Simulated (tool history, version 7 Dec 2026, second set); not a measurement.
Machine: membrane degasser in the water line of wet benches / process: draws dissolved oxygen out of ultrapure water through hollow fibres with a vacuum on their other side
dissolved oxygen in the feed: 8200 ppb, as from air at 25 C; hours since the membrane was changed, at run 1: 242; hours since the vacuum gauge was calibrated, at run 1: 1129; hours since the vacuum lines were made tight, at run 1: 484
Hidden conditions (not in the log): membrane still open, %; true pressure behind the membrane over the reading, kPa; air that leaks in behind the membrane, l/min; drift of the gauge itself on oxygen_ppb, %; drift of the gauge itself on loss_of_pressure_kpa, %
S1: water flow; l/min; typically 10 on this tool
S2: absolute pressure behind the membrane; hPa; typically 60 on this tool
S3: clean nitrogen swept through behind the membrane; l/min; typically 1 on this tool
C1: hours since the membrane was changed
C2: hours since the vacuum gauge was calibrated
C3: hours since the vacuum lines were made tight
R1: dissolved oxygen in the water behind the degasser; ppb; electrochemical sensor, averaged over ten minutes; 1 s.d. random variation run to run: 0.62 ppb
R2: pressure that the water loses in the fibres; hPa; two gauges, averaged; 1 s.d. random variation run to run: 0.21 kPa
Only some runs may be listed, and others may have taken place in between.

run     day  S1    S2    S3    C1    C2    C3     R1     R2
  1       0  10    60     1   242  1129   484   71.7  485.9
  2   1.729  10  46.7     1   283  1171   525   40.4  482.2
  3   2.742  10    60     1   307  1195   549   70.9  483.2
  4   3.975  11    60     1   337  1224   579   83.6  532.7
  5   5.158  11    60     1   365  1253   607   81.8  530.9
  6   6.888  10    60     1   407  1294   649   71.7  482.1
  7   8.342  10    60     1   442  1329   684     72  482.2
  8  10.262  10    60  2.91   488  1375   730   29.8  482.6
  9  12.271  10    60     1   536  1424   778   71.8    484
 10  14.433  10    60     1   588  1475   830   72.6  485.2
 11  15.571  10    60     1   615  1503   857   72.7  483.8
 12  17.879  10    60     1   671  1558   913   72.8  486.9
 13  20.042  10    60     1   723  1610   965   72.3  485.1
 14  21.792  10    60     1   765  1652  1007   73.1    485
 15  23.246  10    60     1   800  1687  1042   71.9  485.6
 16  24.575  10    60  0.67   831  1719  1073  103.3  485.3
 17  26.183  10    60  0.67   870  1757  1112  101.8  484.6
 18  27.262  14    60  1.04   896  1783  1138  121.6  680.2
 19  29.238  14    60  1.04   943  1831  1185  122.7    681
 20  30.712  14    60  1.04   979  1866  1221  122.3  680.3
 21  32.562  14    60  1.04  1023  1911  1265  124.5  675.3
 22  34.896   6    60     1  1079  1967  1321   42.6  291.7
 23  36.854   6    60     1  1126  2013  1368   42.3  291.5
 24  38.692  15  62.4  0.62  1170  2058  1412  206.5  726.1
 25  40.338  15  62.4  0.62  1210  2097  1452  211.3  726.3
 26  41.742  10  89.1  2.09  1243  2131  1485   72.6  480.1
 27  43.758  10  89.1  2.09  1292  2179  1534   71.8  485.3

Alternative continuations, all from the tool just after run 27; predict every row:
  A  45.6   7  63.8  0.54  1336  2223  1578   ?   ?
  B  45.6   6   124  0.53  1336  2223  1578   ?   ?
  C  45.6  14    60     1  1336  2223  1578   ?   ?

run     R1     R2
  A   99.3  340.6
  B  243.5  292.6
  C  126.2  685.1
With the hidden condition removed and each run's random variation left untouched, the same runs would have given:
run     R1     R2
  A   96.1  338.6
  B  239.3  290.9
  C  122.2  681.1
